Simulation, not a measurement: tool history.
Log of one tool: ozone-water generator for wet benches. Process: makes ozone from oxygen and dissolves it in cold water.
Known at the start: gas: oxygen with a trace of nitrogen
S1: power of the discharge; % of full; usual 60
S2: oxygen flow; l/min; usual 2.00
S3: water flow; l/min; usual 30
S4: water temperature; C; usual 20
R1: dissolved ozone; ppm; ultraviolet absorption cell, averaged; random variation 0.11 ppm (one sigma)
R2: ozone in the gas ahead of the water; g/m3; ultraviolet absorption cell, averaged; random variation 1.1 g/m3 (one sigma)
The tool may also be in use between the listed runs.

run     day  S1    S2  S3  S4    R1     R2
  1   0.000  60  2.00  30  20   8.8  184.6
  2   1.554  60  2.00  30  20   8.7  187.6
  3   3.054  60  2.00  30  20   8.6  186.0
  4   4.642  60  2.00  30  20   8.8  184.2
  5   6.412  60  2.00  30  20   8.8  184.6
  6   8.050  60  2.00  30  20   8.7  186.9
  7   9.079  60  2.00  30  20   8.8  185.3
  8  10.550  60  2.00  30  20   8.7  185.3
  9  12.579  60  2.00  30  20   8.7  184.3
 10  14.817  67  2.00  30  20   9.2  196.9
 11  16.579  67  2.00  30  20   9.3  199.5
 12  18.417  67  2.00  30  20   9.2  195.0
 13  19.433  67  2.00  30  20   9.2  199.0
 14  21.083  67  2.00  30  20   9.2  196.0
 15  22.925  67  3.27  24  22  14.0  163.6
 16  24.588  81  2.18  24  16  13.9  212.2
 17  25.588  42  1.78  30  20   6.6  153.0
 18  27.071  42  1.78  30  20   6.7  151.7
 19  28.492  60  2.00  30  23   8.5  183.1
 20  29.971  52  2.67  30  23   8.9  148.3
 21  31.229  55  2.00  30  20   7.9  170.1
 22  32.638  75  3.07  41  16   9.0  178.5
 23  34.079  75  3.07  41  16   9.0  177.3
 24  36.312  60  2.00  24  12  11.6  181.7
 25  38.242  60  2.00  30  20   8.8  179.6
 26  40.454  48  1.77  29  13   7.9  165.8

3 ways to go on from here, each from the tool as it stands after run 26. What would each give?
  A  41.775  60  1.63  30  20   ?   ?
  B  41.775  60  2.00  30  19   ?   ?
  C  41.775  69  2.00  36  20   ?   ?

run   R1     R2
  A  7.8  195.0
  B  8.8  180.6
  C  7.9  197.7
Without the tool's hidden state the same runs would have given:
run   R1     R2
  A  7.8  200.4
  B  8.8  185.7
  C  7.9  203.1
